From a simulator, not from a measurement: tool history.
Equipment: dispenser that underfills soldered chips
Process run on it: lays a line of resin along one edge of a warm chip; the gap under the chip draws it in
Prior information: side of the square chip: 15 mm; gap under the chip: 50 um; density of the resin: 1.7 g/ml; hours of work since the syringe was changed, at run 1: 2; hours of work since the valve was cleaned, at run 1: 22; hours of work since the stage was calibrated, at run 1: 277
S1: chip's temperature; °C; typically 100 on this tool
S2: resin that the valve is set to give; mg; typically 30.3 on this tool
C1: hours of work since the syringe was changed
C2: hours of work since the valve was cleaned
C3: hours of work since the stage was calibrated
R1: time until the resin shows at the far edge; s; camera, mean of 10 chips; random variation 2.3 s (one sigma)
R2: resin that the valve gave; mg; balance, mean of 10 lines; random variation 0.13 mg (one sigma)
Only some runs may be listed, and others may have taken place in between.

{"run": 1, "hour": 0.0, "S1": 100, "S2": 30.3, "C1": 2, "C2": 22, "C3": 277, "R1": 240.3, "R2": 30.09}
{"hour": 6.8, "done": "new syringe of resin"}
{"run": 2, "hour": 6.9, "S1": 85, "S2": 30.3, "C1": 0, "C2": 26, "C3": 282, "R1": 327, "R2": 30.19}
{"hour": 16.1, "done": "new syringe of resin"}
{"run": 3, "hour": 19.7, "S1": 85, "S2": 30.3, "C1": 3, "C2": 35, "C3": 291, "R1": 388.2, "R2": 30.31}
{"hour": 25.6, "done": "new syringe of resin"}
{"run": 4, "hour": 27.9, "S1": 85, "S2": 30.3, "C1": 2, "C2": 41, "C3": 296, "R1": 366, "R2": 29.82}
{"hour": 34.8, "done": "new syringe of resin"}
{"run": 5, "hour": 39.1, "S1": 85, "S2": 26, "C1": 3, "C2": 48, "C3": 304, "R1": 411.3, "R2": 25.6}
{"hour": 44.1, "done": "new syringe of resin"}
{"run": 6, "hour": 49.0, "S1": 100, "S2": 30.3, "C1": 3, "C2": 55, "C3": 311, "R1": 259.2, "R2": 29.59}
{"hour": 54.3, "done": "new syringe of resin"}
{"run": 7, "hour": 56.2, "S1": 100, "S2": 30.3, "C1": 1, "C2": 60, "C3": 316, "R1": 227.3, "R2": 29.54}
{"hour": 63.6, "done": "new syringe of resin"}
{"run": 8, "hour": 65.8, "S1": 100, "S2": 30.3, "C1": 2, "C2": 67, "C3": 322, "R1": 234.2, "R2": 29.66}
{"hour": 72.7, "done": "new syringe of resin"}
{"run": 9, "hour": 75.2, "S1": 100, "S2": 28.9, "C1": 2, "C2": 73, "C3": 329, "R1": 241.1, "R2": 28}
{"hour": 80.9, "done": "stage's temperature calibrated"}
{"hour": 83.3, "done": "new syringe of resin"}
{"run": 10, "hour": 87.9, "S1": 99, "S2": 28.9, "C1": 3, "C2": 81, "C3": 5, "R1": 270, "R2": 28.02}
{"hour": 93.2, "done": "new syringe of resin"}
{"run": 11, "hour": 95.3, "S1": 100, "S2": 39.1, "C1": 1, "C2": 86, "C3": 10, "R1": 235.9, "R2": 37.92}
{"hour": 102.3, "done": "new syringe of resin"}
{"run": 12, "hour": 102.3, "S1": 100, "S2": 30.3, "C1": 0, "C2": 91, "C3": 14, "R1": 223.5, "R2": 29.13}
{"hour": 111.6, "done": "new syringe of resin"}
{"run": 13, "hour": 114.8, "S1": 100, "S2": 30.3, "C1": 2, "C2": 99, "C3": 23, "R1": 251.8, "R2": 29.12}
{"hour": 121.2, "done": "new syringe of resin"}
{"run": 14, "hour": 121.9, "S1": 100, "S2": 30.3, "C1": 0, "C2": 104, "C3": 28, "R1": 226.2, "R2": 29.15}
{"hour": 130.6, "done": "new syringe of resin"}
{"run": 15, "hour": 132.6, "S1": 100, "S2": 30.3, "C1": 1, "C2": 111, "C3": 35, "R1": 238.6, "R2": 28.84}
{"hour": 139.8, "done": "new syringe of resin"}
{"run": 16, "hour": 142.9, "S1": 100, "S2": 30.3, "C1": 2, "C2": 118, "C3": 42, "R1": 256.7, "R2": 29.17}
{"run": 17, "hour": 148.2, "S1": 100, "S2": 30.3, "C1": 6, "C2": 122, "C3": 46, "R1": 312.4, "R2": 29.05}
{"hour": 149.3, "done": "new syringe of resin"}
{"run": 18, "hour": 157.8, "S1": 109, "S2": 36.9, "C1": 6, "C2": 128, "C3": 52, "R1": 230.6, "R2": 35.11}
{"hour": 159.2, "done": "new syringe of resin"}
{"run": 19, "hour": 165.6, "S1": 103, "S2": 31.1, "C1": 5, "C2": 134, "C3": 58, "R1": 256.5, "R2": 29.5}
{"hour": 168.8, "done": "new syringe of resin"}
{"hour": 178.3, "done": "new syringe of resin"}
{"run": 20, "hour": 178.5, "S1": 99, "S2": 32.9, "C1": 0, "C2": 142, "C3": 66, "R1": 224.8, "R2": 30.96}
{"hour": 185.7, "done": "dispensing valve cleaned and set on the balance"}
{"run": 21, "hour": 187.7, "S1": 91, "S2": 26.9, "C1": 6, "C2": 1, "C3": 72, "R1": 399.1, "R2": 26.91}
{"hour": 188.6, "done": "new syringe of resin"}
{"run": 22, "hour": 193.3, "S1": 91, "S2": 26.9, "C1": 3, "C2": 5, "C3": 76, "R1": 356, "R2": 26.73}
{"hour": 198.6, "done": "new syringe of resin"}
{"run": 23, "hour": 205.5, "S1": 110, "S2": 32.4, "C1": 5, "C2": 13, "C3": 84, "R1": 215.4, "R2": 31.99}
{"hour": 208.4, "done": "new syringe of resin"}
{"run": 24, "hour": 216.5, "S1": 110, "S2": 32.4, "C1": 6, "C2": 21, "C3": 92, "R1": 225.9, "R2": 31.83}
{"hour": 217.7, "done": "new syringe of resin"}
{"hour": 227.0, "done": "new syringe of resin"}
{"run": 25, "hour": 227.2, "S1": 110, "S2": 32.4, "C1": 0, "C2": 28, "C3": 99, "R1": 168, "R2": 31.71}
{"hour": 236.4, "done": "new syringe of resin"}
{"run": 26, "hour": 236.8, "S1": 89, "S2": 28.2, "C1": 0, "C2": 35, "C3": 105, "R1": 310.1, "R2": 27.69}
{"hour": 246.1, "done": "new syringe of resin"}
{"run": 27, "hour": 246.1, "S1": 89, "S2": 28.2, "C1": 0, "C2": 41, "C3": 111, "R1": 306.6, "R2": 27.71}
{"hour": 255.3, "done": "new syringe of resin"}
{"run": 28, "hour": 256.6, "S1": 89, "S2": 26.5, "C1": 1, "C2": 48, "C3": 119, "R1": 324.1, "R2": 25.96}
{"run": 29, "hour": 262.5, "S1": 89, "S2": 26.5, "C1": 5, "C2": 52, "C3": 123, "R1": 409.3, "R2": 25.99}
{"hour": 265.0, "done": "new syringe of resin"}
{"run": 30, "hour": 269.5, "S1": 91, "S2": 37.4, "C1": 3, "C2": 57, "C3": 127, "R1": 335.2, "R2": 36.4}
{"hour": 274.6, "done": "new syringe of resin"}
{"run": 31, "hour": 275.6, "S1": 100, "S2": 30.3, "C1": 1, "C2": 61, "C3": 131, "R1": 229.1, "R2": 29.42}
{"hour": 283.8, "done": "new syringe of resin"}
{"run": 32, "hour": 287.0, "S1": 89, "S2": 30.8, "C1": 2, "C2": 69, "C3": 139, "R1": 334.8, "R2": 29.68}
{"hour": 293.9, "done": "new syringe of resin"}
{"run": 33, "hour": 294.3, "S1": 93, "S2": 31.6, "C1": 0, "C2": 74, "C3": 144, "R1": 266.5, "R2": 30.51}
{"hour": 303.7, "done": "new syringe of resin"}
{"run": 34, "hour": 303.7, "S1": 93, "S2": 31.6, "C1": 0, "C2": 80, "C3": 151, "R1": 266.7, "R2": 30.63}

Pick out some run-to-run changes in R1. Of each, how much would a tool without hidden state show as well, from the settings, what came in and chance, and how much is left for the hidden state and any gauge scatter not in both results compared?
Hidden conditions of the tool in this case: resin's viscosity, % of fresh resin's; dose that the valve gives, % of what is set; true chip temperature over the reading, C; drift of the gauge itself on fill_s, %; drift of the gauge itself on given_mg, %.
Run 5 -> 6: S1 85 -> 100, S2 26 -> 30.3, new syringe of resin. R1 -152.1 s: hidden state -17.1, all else -135.
Run 20 -> 21: S1 99 -> 91, S2 32.9 -> 26.9, dispensing valve cleaned and set on the balance. R1 +174.3 s: hidden state +109.5, all else +64.8.
Run 24 -> 25: new syringe of resin, new syringe of resin. R1 -57.9 s: hidden state -61.4, all else +3.5.
Run 25 -> 26: S1 110 -> 89, S2 32.4 -> 28.2, new syringe of resin. R1 +142.1 s: hidden state +3.2, all else +138.9.
Run 28 -> 29: settings left as they were, no log entry in between. R1 +85.2 s: hidden state +86.3, all else -1.1.
